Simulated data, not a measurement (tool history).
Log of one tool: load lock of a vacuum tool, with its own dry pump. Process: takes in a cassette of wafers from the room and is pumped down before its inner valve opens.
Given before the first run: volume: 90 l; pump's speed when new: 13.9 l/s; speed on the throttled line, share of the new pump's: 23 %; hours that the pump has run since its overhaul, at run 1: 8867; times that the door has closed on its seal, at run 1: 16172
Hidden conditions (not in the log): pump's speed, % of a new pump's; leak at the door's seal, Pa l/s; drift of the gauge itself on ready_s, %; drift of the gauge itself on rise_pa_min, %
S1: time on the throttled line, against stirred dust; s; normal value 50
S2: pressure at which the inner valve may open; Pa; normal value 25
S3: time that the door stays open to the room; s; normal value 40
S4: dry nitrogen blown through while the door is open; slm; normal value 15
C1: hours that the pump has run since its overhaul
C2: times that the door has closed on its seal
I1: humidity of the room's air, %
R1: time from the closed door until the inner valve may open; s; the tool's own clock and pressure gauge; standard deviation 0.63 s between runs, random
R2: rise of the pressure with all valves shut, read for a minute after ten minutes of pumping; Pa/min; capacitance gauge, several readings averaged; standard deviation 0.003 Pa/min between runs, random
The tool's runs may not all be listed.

run	day	S1	S2	S3	S4	C1	C2	I1	R1	R2
1	0	50	25	40	15	8867	16172	49.7	99.3	0.118
2	10.304	50	25	40	15	9114	16623	45.2	98.1	0.12
3	22.438	50	25	40	15	9405	17155	47.3	98	0.127
4	35.846	38	25	40	15	9727	17741	44.2	90.8	0.131
5	50.217	50	25	40	19	10072	18371	46.7	99.3	0.136
6	62.617	50	22	51	19	10369	18913	43.4	99.9	0.146
7	73.938	39	22	51	19	10641	19409	41.8	92.2	0.143
8	80.404	33	22	51	5	10796	19692	48	88.4	0.165
9	93.629	33	22	51	5	11114	20271	46.1	89.2	0.176
10	105.008	85	25	40	15	11387	20769	42.6	126.3	0.16

5 options for the next run, each taken on its own from the tool as it stands now. Forecast them:
A	119.683	55	25	40	15	11739	21412	43.3	?	?
B	119.683	50	45	38	15	11739	21412	44.6	?	?
C	119.683	85	25	160	15	11739	21412	45	?	?
D	119.683	85	25	40	44	11739	21412	43.7	?	?
E	119.683	52	27	40	5	11739	21412	43.9	?	?

run	R1	R2
A	104	0.17
B	96	0.171
C	125.8	0.176
D	125.9	0.16
E	101.7	0.179
Had the tool no hidden state, the same runs would have come out as:
run	R1	R2
A	96.3	0.016
B	88.8	0.018
C	119.4	0.024
D	119.5	0.008
E	94	0.027

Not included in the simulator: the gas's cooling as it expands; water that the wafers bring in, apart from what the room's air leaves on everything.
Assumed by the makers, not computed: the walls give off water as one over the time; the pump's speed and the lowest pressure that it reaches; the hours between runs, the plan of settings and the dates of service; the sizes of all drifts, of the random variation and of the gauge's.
